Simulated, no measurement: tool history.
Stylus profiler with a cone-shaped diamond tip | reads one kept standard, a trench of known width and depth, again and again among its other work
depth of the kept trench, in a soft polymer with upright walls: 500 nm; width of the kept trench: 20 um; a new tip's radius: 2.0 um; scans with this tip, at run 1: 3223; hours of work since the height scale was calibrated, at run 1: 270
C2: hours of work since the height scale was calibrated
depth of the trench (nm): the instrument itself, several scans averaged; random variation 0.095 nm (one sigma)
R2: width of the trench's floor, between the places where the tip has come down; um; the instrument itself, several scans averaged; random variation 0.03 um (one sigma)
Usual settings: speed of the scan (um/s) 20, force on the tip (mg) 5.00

run 1 hour=0.0 | speed_of_the_scan_(um/s)=20 force_on_the_tip_(mg)=5.00 | scans_with_this_tip=3223 C2=270 | depth_of_the_trench_(nm)=507.73 R2=16.93
run 2 hour=13.4 | speed_of_the_scan_(um/s)=20 force_on_the_tip_(mg)=8.33 | scans_with_this_tip=3347 C2=280 | depth_of_the_trench_(nm)=511.45 R2=16.86
run 3 hour=24.5 | speed_of_the_scan_(um/s)=20 force_on_the_tip_(mg)=8.33 | scans_with_this_tip=3450 C2=289 | depth_of_the_trench_(nm)=511.42 R2=16.86
run 4 hour=38.6 | speed_of_the_scan_(um/s)=8 force_on_the_tip_(mg)=5.00 | scans_with_this_tip=3580 C2=300 | depth_of_the_trench_(nm)=507.93 R2=16.86
run 5 hour=56.4 | speed_of_the_scan_(um/s)=8 force_on_the_tip_(mg)=5.00 | scans_with_this_tip=3745 C2=314 | depth_of_the_trench_(nm)=508.02 R2=16.80
run 6 hour=65.8 | speed_of_the_scan_(um/s)=8 force_on_the_tip_(mg)=5.00 | scans_with_this_tip=3831 C2=321 | depth_of_the_trench_(nm)=507.84 R2=16.81
run 7 hour=78.0 | speed_of_the_scan_(um/s)=20 force_on_the_tip_(mg)=5.00 | scans_with_this_tip=3944 C2=330 | depth_of_the_trench_(nm)=507.78 R2=16.79
run 8 hour=87.4 | speed_of_the_scan_(um/s)=9 force_on_the_tip_(mg)=5.00 | scans_with_this_tip=4031 C2=338 | depth_of_the_trench_(nm)=507.93 R2=16.76
run 9 hour=100.7 | speed_of_the_scan_(um/s)=20 force_on_the_tip_(mg)=11.50 | scans_with_this_tip=4154 C2=348 | depth_of_the_trench_(nm)=514.30 R2=16.77
run 10 hour=114.1 | speed_of_the_scan_(um/s)=20 force_on_the_tip_(mg)=11.50 | scans_with_this_tip=4278 C2=358 | depth_of_the_trench_(nm)=514.34 R2=16.75
run 11 hour=125.9 | speed_of_the_scan_(um/s)=20 force_on_the_tip_(mg)=5.00 | scans_with_this_tip=4387 C2=367 | depth_of_the_trench_(nm)=507.71 R2=16.70
run 12 hour=145.2 | speed_of_the_scan_(um/s)=20 force_on_the_tip_(mg)=5.00 | scans_with_this_tip=4565 C2=382 | depth_of_the_trench_(nm)=507.78 R2=16.69
run 13 hour=164.1 | speed_of_the_scan_(um/s)=20 force_on_the_tip_(mg)=5.00 | scans_with_this_tip=4740 C2=397 | depth_of_the_trench_(nm)=507.63 R2=16.72
run 14 hour=183.2 | speed_of_the_scan_(um/s)=20 force_on_the_tip_(mg)=5.00 | scans_with_this_tip=4916 C2=412 | depth_of_the_trench_(nm)=507.67 R2=16.65
run 15 hour=196.2 | speed_of_the_scan_(um/s)=20 force_on_the_tip_(mg)=5.00 | scans_with_this_tip=5037 C2=422 | depth_of_the_trench_(nm)=507.62 R2=16.66
run 16 hour=214.7 | speed_of_the_scan_(um/s)=12 force_on_the_tip_(mg)=5.00 | scans_with_this_tip=5207 C2=436 | depth_of_the_trench_(nm)=507.60 R2=16.66
run 17 hour=233.7 | speed_of_the_scan_(um/s)=12 force_on_the_tip_(mg)=5.00 | scans_with_this_tip=5383 C2=451 | depth_of_the_trench_(nm)=507.67 R2=16.64
run 18 hour=250.3 | speed_of_the_scan_(um/s)=12 force_on_the_tip_(mg)=4.25 | scans_with_this_tip=5537 C2=464 | depth_of_the_trench_(nm)=506.58 R2=16.58
run 19 hour=263.3 | speed_of_the_scan_(um/s)=12 force_on_the_tip_(mg)=4.25 | scans_with_this_tip=5657 C2=474 | depth_of_the_trench_(nm)=506.63 R2=16.63
run 20 hour=273.2 | speed_of_the_scan_(um/s)=34 force_on_the_tip_(mg)=4.25 | scans_with_this_tip=5749 C2=481 | depth_of_the_trench_(nm)=506.71 R2=16.58
run 21 hour=288.5 | speed_of_the_scan_(um/s)=34 force_on_the_tip_(mg)=4.25 | scans_with_this_tip=5890 C2=493 | depth_of_the_trench_(nm)=506.64 R2=16.52
run 22 hour=298.3 | speed_of_the_scan_(um/s)=20 force_on_the_tip_(mg)=5.00 | scans_with_this_tip=5980 C2=501 | depth_of_the_trench_(nm)=507.70 R2=16.54
run 23 hour=314.3 | speed_of_the_scan_(um/s)=20 force_on_the_tip_(mg)=5.00 | scans_with_this_tip=6128 C2=513 | depth_of_the_trench_(nm)=507.33 R2=16.49
run 24 hour=331.1 | speed_of_the_scan_(um/s)=20 force_on_the_tip_(mg)=5.00 | scans_with_this_tip=6284 C2=526 | depth_of_the_trench_(nm)=507.38 R2=16.48
run 25 hour=343.3 | speed_of_the_scan_(um/s)=15 force_on_the_tip_(mg)=2.45 | scans_with_this_tip=6396 C2=536 | depth_of_the_trench_(nm)=504.18 R2=16.50
run 26 hour=357.5 | speed_of_the_scan_(um/s)=31 force_on_the_tip_(mg)=7.38 | scans_with_this_tip=6527 C2=547 | depth_of_the_trench_(nm)=510.09 R2=16.48
run 27 hour=370.6 | speed_of_the_scan_(um/s)=31 force_on_the_tip_(mg)=7.38 | scans_with_this_tip=6649 C2=557 | depth_of_the_trench_(nm)=510.02 R2=16.47
run 28 hour=386.7 | speed_of_the_scan_(um/s)=6 force_on_the_tip_(mg)=10.21 | scans_with_this_tip=6797 C2=569 | depth_of_the_trench_(nm)=512.68 R2=16.49
run 29 hour=405.4 | speed_of_the_scan_(um/s)=52 force_on_the_tip_(mg)=9.49 | scans_with_this_tip=6970 C2=584 | depth_of_the_trench_(nm)=512.00 R2=16.35
run 30 hour=413.6 | speed_of_the_scan_(um/s)=16 force_on_the_tip_(mg)=3.73 | scans_with_this_tip=7046 C2=590 | depth_of_the_trench_(nm)=505.81 R2=16.44
run 31 hour=421.6 | speed_of_the_scan_(um/s)=25 force_on_the_tip_(mg)=3.72 | scans_with_this_tip=7119 C2=596 | depth_of_the_trench_(nm)=505.92 R2=16.39
run 32 hour=429.7 | speed_of_the_scan_(um/s)=10 force_on_the_tip_(mg)=4.27 | scans_with_this_tip=7194 C2=602 | depth_of_the_trench_(nm)=506.45 R2=16.43
run 33 hour=448.9 | speed_of_the_scan_(um/s)=7 force_on_the_tip_(mg)=2.46 | scans_with_this_tip=7372 C2=617 | depth_of_the_trench_(nm)=504.02 R2=16.41
run 34 hour=464.0 | speed_of_the_scan_(um/s)=7 force_on_the_tip_(mg)=2.46 | scans_with_this_tip=7511 C2=629 | depth_of_the_trench_(nm)=503.94 R2=16.40
run 35 hour=471.9 | speed_of_the_scan_(um/s)=7 force_on_the_tip_(mg)=3.33 | scans_with_this_tip=7585 C2=635 | depth_of_the_trench_(nm)=505.27 R2=16.40
run 36 hour=480.3 | speed_of_the_scan_(um/s)=7 force_on_the_tip_(mg)=11.12 | scans_with_this_tip=7662 C2=642 | depth_of_the_trench_(nm)=513.27 R2=16.34
run 37 hour=490.4 | speed_of_the_scan_(um/s)=72 force_on_the_tip_(mg)=10.40 | scans_with_this_tip=7755 C2=649 | depth_of_the_trench_(nm)=512.60 R2=16.25
run 38 hour=506.7 | speed_of_the_scan_(um/s)=69 force_on_the_tip_(mg)=3.21 | scans_with_this_tip=7906 C2=662 | depth_of_the_trench_(nm)=504.96 R2=16.15
run 39 hour=526.0 | speed_of_the_scan_(um/s)=69 force_on_the_tip_(mg)=3.21 | scans_with_this_tip=8085 C2=677 | depth_of_the_trench_(nm)=505.02 R2=16.21
run 40 hour=539.1 | speed_of_the_scan_(um/s)=69 force_on_the_tip_(mg)=3.21 | scans_with_this_tip=8205 C2=687 | depth_of_the_trench_(nm)=504.93 R2=16.13
run 41 hour=551.1 | speed_of_the_scan_(um/s)=13 force_on_the_tip_(mg)=11.03 | scans_with_this_tip=8317 C2=696 | depth_of_the_trench_(nm)=512.85 R2=16.33
run 42 hour=564.0 | speed_of_the_scan_(um/s)=28 force_on_the_tip_(mg)=3.45 | scans_with_this_tip=8436 C2=706 | depth_of_the_trench_(nm)=505.15 R2=16.21
run 43 hour=579.0 | speed_of_the_scan_(um/s)=14 force_on_the_tip_(mg)=6.11 | scans_with_this_tip=8574 C2=718 | depth_of_the_trench_(nm)=508.42 R2=16.28
run 44 hour=592.1 | speed_of_the_scan_(um/s)=39 force_on_the_tip_(mg)=2.65 | scans_with_this_tip=8696 C2=728 | depth_of_the_trench_(nm)=504.25 R2=16.14
run 45 hour=605.2 | speed_of_the_scan_(um/s)=39 force_on_the_tip_(mg)=11.22 | scans_with_this_tip=8816 C2=738 | depth_of_the_trench_(nm)=513.31 R2=16.22
run 46 hour=622.2 | speed_of_the_scan_(um/s)=7 force_on_the_tip_(mg)=2.58 | scans_with_this_tip=8973 C2=751 | depth_of_the_trench_(nm)=504.04 R2=16.20
run 47 hour=636.2 | speed_of_the_scan_(um/s)=7 force_on_the_tip_(mg)=2.58 | scans_with_this_tip=9103 C2=762 | depth_of_the_trench_(nm)=504.13 R2=16.22
run 48 hour=655.7 | speed_of_the_scan_(um/s)=7 force_on_the_tip_(mg)=2.58 | scans_with_this_tip=9283 C2=777 | depth_of_the_trench_(nm)=504.00 R2=16.20

The same runs without the tool's hidden state, with the same run-to-run variation:
The hidden state here: radius of the tip, um; height scale over the true one, %; drift of the gauge itself on depth_nm, %; drift of the gauge itself on floor_um, %.
run=1 depth_of_the_trench_(nm)=508.37 R2=17.34
run=2 depth_of_the_trench_(nm)=512.11 R2=17.29
run=3 depth_of_the_trench_(nm)=512.09 R2=17.31
run=4 depth_of_the_trench_(nm)=508.62 R2=17.32
run=5 depth_of_the_trench_(nm)=508.73 R2=17.28
run=6 depth_of_the_trench_(nm)=508.56 R2=17.30
run=7 depth_of_the_trench_(nm)=508.53 R2=17.29
run=8 depth_of_the_trench_(nm)=508.69 R2=17.28
run=9 depth_of_the_trench_(nm)=515.09 R2=17.31
run=10 depth_of_the_trench_(nm)=515.15 R2=17.30
run=11 depth_of_the_trench_(nm)=508.52 R2=17.27
run=12 depth_of_the_trench_(nm)=508.62 R2=17.28
run=13 depth_of_the_trench_(nm)=508.50 R2=17.33
run=14 depth_of_the_trench_(nm)=508.56 R2=17.28
run=15 depth_of_the_trench_(nm)=508.54 R2=17.31
run=16 depth_of_the_trench_(nm)=508.54 R2=17.32
run=17 depth_of_the_trench_(nm)=508.64 R2=17.33
run=18 depth_of_the_trench_(nm)=507.57 R2=17.29
run=19 depth_of_the_trench_(nm)=507.64 R2=17.35
run=20 depth_of_the_trench_(nm)=507.73 R2=17.32
run=21 depth_of_the_trench_(nm)=507.69 R2=17.28
run=22 depth_of_the_trench_(nm)=508.77 R2=17.30
run=23 depth_of_the_trench_(nm)=508.41 R2=17.27
run=24 depth_of_the_trench_(nm)=508.49 R2=17.28
run=25 depth_of_the_trench_(nm)=505.29 R2=17.31
run=26 depth_of_the_trench_(nm)=511.24 R2=17.31
run=27 depth_of_the_trench_(nm)=511.19 R2=17.31
run=28 depth_of_the_trench_(nm)=513.87 R2=17.34
run=29 depth_of_the_trench_(nm)=513.22 R2=17.23
run=30 depth_of_the_trench_(nm)=507.03 R2=17.32
run=31 depth_of_the_trench_(nm)=507.15 R2=17.29
run=32 depth_of_the_trench_(nm)=507.70 R2=17.34
run=33 depth_of_the_trench_(nm)=505.30 R2=17.34
run=34 depth_of_the_trench_(nm)=505.24 R2=17.35
run=35 depth_of_the_trench_(nm)=506.58 R2=17.35
run=36 depth_of_the_trench_(nm)=514.61 R2=17.30
run=37 depth_of_the_trench_(nm)=513.96 R2=17.22
run=38 depth_of_the_trench_(nm)=506.32 R2=17.14
run=39 depth_of_the_trench_(nm)=506.41 R2=17.22
run=40 depth_of_the_trench_(nm)=506.33 R2=17.15
run=41 depth_of_the_trench_(nm)=514.29 R2=17.36
run=42 depth_of_the_trench_(nm)=506.59 R2=17.25
run=43 depth_of_the_trench_(nm)=509.89 R2=17.34
run=44 depth_of_the_trench_(nm)=505.73 R2=17.22
run=45 depth_of_the_trench_(nm)=514.84 R2=17.31
run=46 depth_of_the_trench_(nm)=505.56 R2=17.31
run=47 depth_of_the_trench_(nm)=505.68 R2=17.34
run=48 depth_of_the_trench_(nm)=505.57 R2=17.33

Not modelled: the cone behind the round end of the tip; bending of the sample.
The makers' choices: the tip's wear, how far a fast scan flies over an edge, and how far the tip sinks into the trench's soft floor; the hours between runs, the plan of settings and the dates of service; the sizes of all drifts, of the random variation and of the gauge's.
